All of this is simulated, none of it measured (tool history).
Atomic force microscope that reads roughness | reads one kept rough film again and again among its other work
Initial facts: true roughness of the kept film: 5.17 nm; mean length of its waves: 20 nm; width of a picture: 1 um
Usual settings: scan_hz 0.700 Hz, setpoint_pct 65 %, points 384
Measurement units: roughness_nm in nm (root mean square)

Run 1, hour 0.0: usual settings. Result: roughness_nm 3.491 nm (root mean square).
Run 2, hour 10.2: usual settings. Result: roughness_nm 3.515 nm (root mean square).
Run 3, hour 23.5: usual settings. Result: roughness_nm 3.429 nm (root mean square).
Run 4, hour 32.1: usual settings. Result: roughness_nm 3.443 nm (root mean square).
Run 5, hour 42.9: usual settings. Result: roughness_nm 3.419 nm (root mean square).
Run 6, hour 54.4: usual settings but points 417. Result: roughness_nm 3.404 nm (root mean square).
Run 7, hour 61.7: usual settings. Result: roughness_nm 3.366 nm (root mean square).
Run 8, hour 71.3: usual settings. Result: roughness_nm 3.351 nm (root mean square).
Run 9, hour 84.0: usual settings. Result: roughness_nm 3.366 nm (root mean square).
Run 10, hour 90.7: usual settings but setpoint_pct 56 %. Result: roughness_nm 3.370 nm (root mean square).
Run 11, hour 103.5: usual settings. Result: roughness_nm 3.317 nm (root mean square).
Run 12, hour 114.2: usual settings but scan_hz 1.092 Hz. Result: roughness_nm 3.234 nm (root mean square).
Run 13, hour 123.5: usual settings but scan_hz 1.092 Hz. Result: roughness_nm 3.236 nm (root mean square).
Run 14, hour 134.2: usual settings but scan_hz 1.092 Hz. Result: roughness_nm 3.240 nm (root mean square).
Run 15, hour 147.6: usual settings but scan_hz 1.092 Hz. Result: roughness_nm 3.185 nm (root mean square).
At hour 149.1: height scale calibrated on a step standard.
Run 16, hour 158.0: usual settings but scan_hz 1.092 Hz. Result: roughness_nm 3.169 nm (root mean square).
Run 17, hour 163.9: usual settings but scan_hz 1.092 Hz. Result: roughness_nm 3.157 nm (root mean square).
Run 18, hour 175.9: usual settings but scan_hz 1.092 Hz. Result: roughness_nm 3.141 nm (root mean square).
Run 19, hour 188.0: usual settings. Result: roughness_nm 3.160 nm (root mean square).
Run 20, hour 199.8: usual settings. Result: roughness_nm 3.132 nm (root mean square).
At hour 204.4: height scale calibrated on a step standard, once more.
Run 21, hour 206.2: usual settings but points 793. Result: roughness_nm 3.190 nm (root mean square).
Run 22, hour 219.2: usual settings but points 793. Result: roughness_nm 3.178 nm (root mean square).
Run 23, hour 230.9: usual settings but points 714. Result: roughness_nm 3.156 nm (root mean square).
Run 24, hour 240.2: usual settings but scan_hz 3.901 Hz, setpoint_pct 79 %, points 854. Result: roughness_nm 2.419 nm (root mean square).
Run 25, hour 248.0: usual settings but scan_hz 3.901 Hz, setpoint_pct 79 %, points 854. Result: roughness_nm 2.440 nm (root mean square).
Run 26, hour 253.7: usual settings but scan_hz 2.073 Hz, setpoint_pct 57 %, points 365. Result: roughness_nm 3.019 nm (root mean square).
Run 27, hour 265.0: usual settings but scan_hz 0.507 Hz, setpoint_pct 57 %, points 365. Result: roughness_nm 3.090 nm (root mean square).
Run 28, hour 274.0: usual settings but scan_hz 0.507 Hz, setpoint_pct 57 %, points 365. Result: roughness_nm 3.088 nm (root mean square).
At hour 277.8: new tip fitted.
Run 29, hour 282.4: usual settings but scan_hz 0.507 Hz, setpoint_pct 57 %, points 365. Result: roughness_nm 3.993 nm (root mean square).
Run 30, hour 292.2: usual settings but scan_hz 0.507 Hz, setpoint_pct 57 %, points 306. Result: roughness_nm 3.933 nm (root mean square).
Run 31, hour 304.5: usual settings but points 636. Result: roughness_nm 3.926 nm (root mean square).
Run 32, hour 313.5: usual settings but scan_hz 0.799 Hz, setpoint_pct 59 %. Result: roughness_nm 3.881 nm (root mean square).
Run 33, hour 326.0: usual settings but scan_hz 3.433 Hz, setpoint_pct 87 %. Result: roughness_nm 2.770 nm (root mean square).
Run 34, hour 332.9: usual settings but scan_hz 3.433 Hz, setpoint_pct 87 %. Result: roughness_nm 2.763 nm (root mean square).
Run 35, hour 342.2: usual settings but scan_hz 2.799 Hz, setpoint_pct 80 %. Result: roughness_nm 3.112 nm (root mean square).
Run 36, hour 350.2: usual settings but scan_hz 0.795 Hz, setpoint_pct 67 %, points 525. Result: roughness_nm 3.775 nm (root mean square).
Run 37, hour 360.5: usual settings but scan_hz 1.906 Hz, setpoint_pct 67 %, points 381. Result: roughness_nm 3.556 nm (root mean square).
Run 38, hour 366.8: usual settings but points 303. Result: roughness_nm 3.676 nm (root mean square).
Run 39, hour 374.1: usual settings but setpoint_pct 73 %, points 824. Result: roughness_nm 3.686 nm (root mean square).
Run 40, hour 384.9: usual settings but scan_hz 1.172 Hz, setpoint_pct 88 %, points 280. Result: roughness_nm 3.243 nm (root mean square).
Run 41, hour 398.0: usual settings but scan_hz 2.357 Hz, setpoint_pct 62 %, points 909. Result: roughness_nm 3.537 nm (root mean square).
Run 42, hour 409.0: usual settings but scan_hz 2.704 Hz. Result: roughness_nm 3.388 nm (root mean square).

Some steps in roughness_nm, run to run, broken into two amounts with sign: the step expected even without the hidden condition (settings, incoming material, random variation), and the rest, left for the hidden condition together with whatever gauge scatter is not in both the measured and the hidden-condition-free result:
The tool's hidden condition here consists of: radius of the tip, nm; height scale over the true one, %; drift of the gauge itself on roughness_nm, %.
Run 23 -> 24: scan_hz 0.700 -> 3.901, setpoint_pct 65 -> 79, points 714 -> 854. roughness_nm -0.737 nm (root mean square): hidden state +0.181, all else -0.918.
Run 25 -> 26: scan_hz 3.901 -> 2.073, setpoint_pct 79 -> 57, points 854 -> 365. roughness_nm +0.579 nm (root mean square): hidden state -0.171, all else +0.750.
Run 28 -> 29: new tip fitted. roughness_nm +0.905 nm (root mean square): hidden state +0.884, all else +0.021.
Run 32 -> 33: scan_hz 0.799 -> 3.433, setpoint_pct 59 -> 87. roughness_nm -1.111 nm (root mean square): hidden state +0.004, all else -1.115.

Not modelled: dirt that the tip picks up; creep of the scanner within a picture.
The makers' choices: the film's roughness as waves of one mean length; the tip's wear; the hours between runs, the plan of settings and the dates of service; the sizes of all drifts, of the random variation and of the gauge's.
